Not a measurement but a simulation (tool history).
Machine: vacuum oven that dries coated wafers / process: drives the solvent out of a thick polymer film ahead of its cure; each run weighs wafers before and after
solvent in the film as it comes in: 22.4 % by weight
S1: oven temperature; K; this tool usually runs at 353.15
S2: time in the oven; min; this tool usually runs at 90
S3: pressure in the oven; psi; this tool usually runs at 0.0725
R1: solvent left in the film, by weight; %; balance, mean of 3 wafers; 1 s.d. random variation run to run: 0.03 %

run,hour,S1,S2,S3,R1
1,0,353.15,90,0.0725,1.14
2,13.6,353.15,90,0.0725,1.11
3,25.1,353.15,90,0.0379,1.02
4,32.6,353.15,90,0.0379,1.05
5,46.4,353.15,90,0.0379,1.07
6,61,353.15,47,0.0725,3.97
7,70.6,353.15,67,0.0725,2.14
8,81.4,353.15,67,0.0725,2.25
9,92.7,353.15,67,0.0725,2.16
10,105.6,353.15,67,0.0725,2.16
11,113.3,353.15,67,0.0725,2.15
12,126.5,353.15,90,0.0725,1.19
13,136.7,353.15,90,0.0725,1.2
14,150,353.15,90,0.0725,1.2
15,162.4,353.15,145,0.0725,0.43
16,168.7,353.15,145,0.0725,0.45
17,184,353.15,145,0.0725,0.48
18,197.1,353.15,145,0.0725,0.43
19,209.3,341.15,90,0.0725,5.02
20,220.9,341.15,90,0.0725,5.04
21,232.4,341.15,90,0.0725,5.04
22,238.6,341.15,90,0.0725,5.08
23,248.5,353.15,90,0.0725,1.2

Run 24, settings as shown, results not yet in. Your forecast:
24,255.4,353.15,90,0.0725,?

R1: 1.2 %
If the tool had no hidden condition, the same run with the same run-to-run variation would have returned R1 1.01 %.
